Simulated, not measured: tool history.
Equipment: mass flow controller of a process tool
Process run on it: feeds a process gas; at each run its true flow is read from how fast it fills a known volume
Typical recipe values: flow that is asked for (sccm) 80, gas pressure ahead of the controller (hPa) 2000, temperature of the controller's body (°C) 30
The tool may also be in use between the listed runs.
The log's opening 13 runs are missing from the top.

run      day  flow that is asked for (sccm)  gas pressure ahead of the controller (hPa)  temperature of the controller's body (°C)  hours of work since the controller was set to zero  hours of work since the controller was changed  true flow (%)
 14  163.133                             80                                        2000                                         30                                                4118                                            4118         100.77
 15  173.512                             80                                        2000                                         30                                                4312                                            4312         100.73
 16  189.042                             80                                        2000                                         21                                                4602                                            4602         100.21
 17  201.750                             80                                        2000                                         24                                                4840                                            4840         100.53
     216.996  -- controller exchanged for a calibrated one
 18  217.279                             54                                        1400                                         40                                                   5                                               5         100.94
 19  228.571                             87                                        1400                                         40                                                 216                                             216         101.50
 20  238.696                             87                                        1400                                         40                                                 406                                             406         101.46
 21  254.879                             87                                        1400                                         40                                                 709                                             709         101.52
 22  266.354                             59                                        1800                                         22                                                 923                                             923         100.36
 23  278.242                             59                                        1800                                         22                                                1146                                            1146         100.31
 24  292.500                             46                                        2000                                         20                                                1412                                            1412         100.21
 25  307.625                             46                                        1880                                         20                                                1695                                            1695         100.25
     320.562  -- gauge calibrated
 26  325.017                             46                                        1880                                         20                                                2021                                            2021          98.89
 27  340.658                             27                                        1880                                         20                                                2313                                            2313          98.62
 28  349.904                             27                                        1880                                         34                                                2486                                            2486          99.64
 29  366.638                             35                                        2140                                         30                                                2799                                            2799          99.75
 30  379.058                             14                                        2140                                         30                                                3032                                            3032          99.45
 31  386.246                             14                                        2140                                         30                                                3166                                            3166          99.40

Alternative continuations, all from the tool just after run 31; predict every row:
  A  394.567                             17                                        1790                                         24                                                3322                                            3322              ?
  B  394.567                             12                                        2000                                         29                                                3322                                            3322              ?
  C  394.567                             14                                        1420                                         30                                                3322                                            3322              ?
  D  394.567                             80                                        2000                                         32                                                3322                                            3322              ?

run  true flow (%)
  A          98.96
  B          99.46
  C          99.07
  D         100.47
Without the tool's unlogged condition, the same runs would have read:
run  true flow (%)
  A          98.65
  B          99.16
  C          98.77
  D         100.14

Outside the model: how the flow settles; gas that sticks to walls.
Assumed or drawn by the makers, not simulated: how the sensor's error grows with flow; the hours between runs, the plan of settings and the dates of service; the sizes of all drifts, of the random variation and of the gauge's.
